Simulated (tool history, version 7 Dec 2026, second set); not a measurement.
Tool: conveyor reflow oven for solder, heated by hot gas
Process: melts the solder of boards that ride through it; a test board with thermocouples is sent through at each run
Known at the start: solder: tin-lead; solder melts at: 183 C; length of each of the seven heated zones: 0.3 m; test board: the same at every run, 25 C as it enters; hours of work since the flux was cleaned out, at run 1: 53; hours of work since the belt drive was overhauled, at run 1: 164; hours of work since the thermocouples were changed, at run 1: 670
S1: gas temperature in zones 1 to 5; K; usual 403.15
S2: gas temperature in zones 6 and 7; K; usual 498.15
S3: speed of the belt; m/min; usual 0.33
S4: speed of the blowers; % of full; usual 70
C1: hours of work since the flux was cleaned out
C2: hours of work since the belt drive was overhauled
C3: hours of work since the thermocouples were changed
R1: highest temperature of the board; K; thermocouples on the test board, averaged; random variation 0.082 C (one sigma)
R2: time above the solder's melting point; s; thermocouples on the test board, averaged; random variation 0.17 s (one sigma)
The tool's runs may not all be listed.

Run 1, hour 0: usual settings; C1 53; C2 164; C3 670. Result: R1 486.66 K, R2 76.1 s.
Run 2, hour 14.4: usual settings; C1 62; C2 173; C3 679. Result: R1 486.82 K, R2 75.8 s.
Run 3, hour 29: usual settings; C1 71; C2 182; C3 688. Result: R1 486.7 K, R2 76 s.
Run 4, hour 45: usual settings; C1 81; C2 192; C3 698. Result: R1 486.62 K, R2 76 s.
Run 5, hour 53.7: usual settings; C1 87; C2 198; C3 703. Result: R1 486.83 K, R2 76.1 s.
Run 6, hour 71.3: usual settings but S1 391.15 K; C1 98; C2 208; C3 714. Result: R1 484.87 K, R2 68.8 s.
Run 7, hour 80.8: usual settings but S1 406.15 K; C1 104; C2 214; C3 720. Result: R1 486.8 K, R2 77.7 s.
Run 8, hour 96.3: usual settings but S1 406.15 K; C1 113; C2 224; C3 730. Result: R1 487.08 K, R2 77.6 s.
Run 9, hour 111.9: usual settings but S2 495.15 K, S4 61 % of full; C1 123; C2 234; C3 739. Result: R1 481.75 K, R2 68.9 s.
At hour 118.4: flux residue cleaned out of gas plates and filters.
Run 10, hour 134.3: usual settings but S2 495.15 K, S4 61 % of full; C1 10; C2 244; C3 750. Result: R1 481.06 K, R2 67.2 s.
Run 11, hour 148.8: usual settings but S1 396.15 K, S3 0.35 m/min, S4 76 % of full; C1 19; C2 253; C3 759. Result: R1 484.32 K, R2 65.6 s.
Run 12, hour 165.6: usual settings but S2 501.15 K, S4 81 % of full; C1 29; C2 264; C3 770. Result: R1 490.66 K, R2 81.2 s.
At hour 180.9: flux residue cleaned out of gas plates and filters, once more.
Run 13, hour 181: usual settings but S2 501.15 K, S4 81 % of full; C1 0; C2 270; C3 776. Result: R1 492.36 K, R2 83.2 s.
Run 14, hour 194.1: usual settings but S1 389.15 K, S2 512.15 K, S3 0.396 m/min; C1 8; C2 278; C3 784. Result: R1 491.66 K, R2 61.5 s.
Run 15, hour 202.9: usual settings but S1 414.15 K, S2 512.15 K, S3 0.396 m/min, S4 67 % of full; C1 14; C2 284; C3 790. Result: R1 495.36 K, R2 74 s.
Run 16, hour 220.7: usual settings but S3 0.278 m/min, S4 71 % of full; C1 25; C2 295; C3 801. Result: R1 491.55 K, R2 99.8 s.

Forecast each of these 3 alternatives for the next run:
Run A, hour 229: usual settings but S3 0.341 m/min, S4 71 % of full; C1 30; C2 300; C3 806. Result: R1 ?, R2 ?.
Run B, hour 229: usual settings but S2 497.15 K, S3 0.392 m/min, S4 76 % of full; C1 30; C2 300; C3 806. Result: R1 ?, R2 ?.
Run C, hour 229: usual settings but S2 506.15 K, S3 0.278 m/min, S4 71 % of full; C1 30; C2 300; C3 806. Result: R1 ?, R2 ?.

run      R1     R2
  A  486.62   73.7
  B     483   58.8
  C  499.18  107.2
Without the tool's hidden state the same runs would have given:
run      R1     R2
  A   485.4   71.7
  B  481.83   56.9
  C  497.91  105.1
